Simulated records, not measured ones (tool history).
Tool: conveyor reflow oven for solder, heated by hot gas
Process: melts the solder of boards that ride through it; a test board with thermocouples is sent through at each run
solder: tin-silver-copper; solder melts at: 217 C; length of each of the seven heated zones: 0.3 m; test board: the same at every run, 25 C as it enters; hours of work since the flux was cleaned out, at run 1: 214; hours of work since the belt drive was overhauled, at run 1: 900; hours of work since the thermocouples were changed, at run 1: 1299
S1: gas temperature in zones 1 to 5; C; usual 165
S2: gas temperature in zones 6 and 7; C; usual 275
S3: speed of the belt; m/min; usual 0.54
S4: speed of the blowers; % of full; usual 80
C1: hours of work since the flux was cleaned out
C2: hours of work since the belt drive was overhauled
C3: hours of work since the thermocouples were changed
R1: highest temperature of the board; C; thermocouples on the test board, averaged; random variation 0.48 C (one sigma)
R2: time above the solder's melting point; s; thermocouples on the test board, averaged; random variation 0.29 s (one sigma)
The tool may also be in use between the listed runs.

run    hour   S1   S2     S3  S4   C1   C2    C3     R1    R2
  1       0  165  275   0.54  80  214  900  1299  266.9    57
  2    34.2  165  270   0.54  80  242  928  1326  260.6  54.2
       67.1  -- belt drive overhauled, speed set with a stopwatch
  3    91.9  165  270   0.54  80  285   20  1369  261.6  54.6
      126.8  -- flux residue cleaned out of gas plates and filters
  4   157.3  165  275   0.54  80   24   68  1417  266.5  56.6
  5   220.8  172  275   0.54  80   75  119  1468  266.4  58.4
      261.2  -- thermocouples of zones 6 and 7 changed
  6   279.6  172  275   0.54  74  120  164    15  265.8  56.9
  7   351.6  165  275   0.54  81  178  221    72  266.2  56.7
  8   424.4  165  275   0.54  81  236  280   130  266.3  56.9
  9   474.6  165  275   0.54  81  276  320   170  265.9  56.7
        516  -- flux residue cleaned out of gas plates and filters
 10     544  165  275   0.54  81   22  371   222  266.7  56.3
 11   616.7  167  282   0.51  67   80  429   280    273  62.7
 12   647.5  165  275   0.54  56  105  454   304  262.7  53.3
 13   682.9  165  275   0.54  69  133  482   333  265.1  55.4
 14   722.2  165  280   0.54  80  165  513   364  270.3  58.3
 15   797.5  165  280   0.54  80  225  573   424  271.5  58.4
 16   843.1  165  280   0.54  80  261  610   461    271  58.6
      903.9  -- flux residue cleaned out of gas plates and filters
 17   903.9  151  275  0.639  80    0  654   505  259.9  41.4
 18   973.1  176  275  0.639  76   55  710   560  262.3  47.9
 19  1015.7  157  286  0.469  52   89  744   594  274.9  67.1

4 ways to go on from here, each from the tool as it stands after run 19. What would each give?
  A  1067.7  165  267  0.512  51  131  785  636   ?   ?
  B  1067.7  165  273  0.641  80  131  785  636   ?   ?
  C  1067.7  152  285   0.54  66  131  785  636   ?   ?
  D  1067.7  176  275  0.445  89  131  785  636   ?   ?

run     R1    R2
  A  255.2  53.5
  B  260.9  44.2
  C  273.1  55.7
  D  271.5  74.2
Without the tool's hidden state the same runs would have given:
run     R1    R2
  A  255.1  53.4
  B  260.7  44.1
  C    273  55.6
  D  271.4  74.1
